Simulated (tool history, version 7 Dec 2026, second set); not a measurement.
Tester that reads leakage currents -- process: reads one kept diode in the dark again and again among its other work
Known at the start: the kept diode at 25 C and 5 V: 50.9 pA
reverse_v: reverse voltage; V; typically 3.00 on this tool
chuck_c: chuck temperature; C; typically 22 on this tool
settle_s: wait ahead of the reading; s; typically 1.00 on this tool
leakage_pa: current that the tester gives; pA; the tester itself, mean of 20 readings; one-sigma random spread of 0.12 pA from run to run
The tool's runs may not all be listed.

run	hour	reverse_v	chuck_c	settle_s	leakage_pa
1	0.0	3.00	22	1.00	33.39
# hour 157.5: chuck's temperature calibrated
2	221.9	3.00	22	1.00	36.42
3	433.4	3.00	22	1.00	35.77
4	539.4	3.00	22	1.00	35.61
# hour 603.6: probe card cleaned and baked
5	709.7	2.52	22	1.00	31.77
6	819.7	2.52	22	1.00	31.61
7	1010.0	3.85	22	1.00	36.01
8	1219.0	3.85	22	1.00	35.50
9	1368.6	1.68	22	1.00	26.20
# hour 1421.3: chuck's temperature calibrated
10	1497.5	1.68	22	1.00	29.31
11	1726.6	1.99	49	1.34	229.23
12	1837.5	3.00	42	0.96	158.82
13	1935.0	1.11	23	5.01	26.52
14	2091.8	1.11	23	3.48	26.21
15	2214.6	3.11	21	6.56	30.89
16	2417.0	1.25	26	1.11	33.93
17	2591.4	1.25	26	0.72	33.61
# hour 2672.6: chuck's temperature calibrated
18	2814.9	8.46	22	1.00	52.94

Subtracting, for every run, the result it would have given without the tool's unlogged condition from the measured result gives the following. The same run-to-run variation enters both numbers; the gauge's scatter may not:
What the log doesn't record here: stray current of the dirty probe card, pA a volt; current scale over the true one, %; true chuck temperature over the reading, C; drift of the gauge itself on leakage_pa, %.
run	leakage_pa
1	-1.71
2	+1.17
3	+0.60
4	+0.34
5	-1.30
6	-1.58
7	-2.30
8	-2.82
9	-2.61
10	+0.36
11	-2.20
12	-2.84
13	-0.71
14	-1.04
15	-1.08
16	-2.30
17	-2.80
18	+2.54
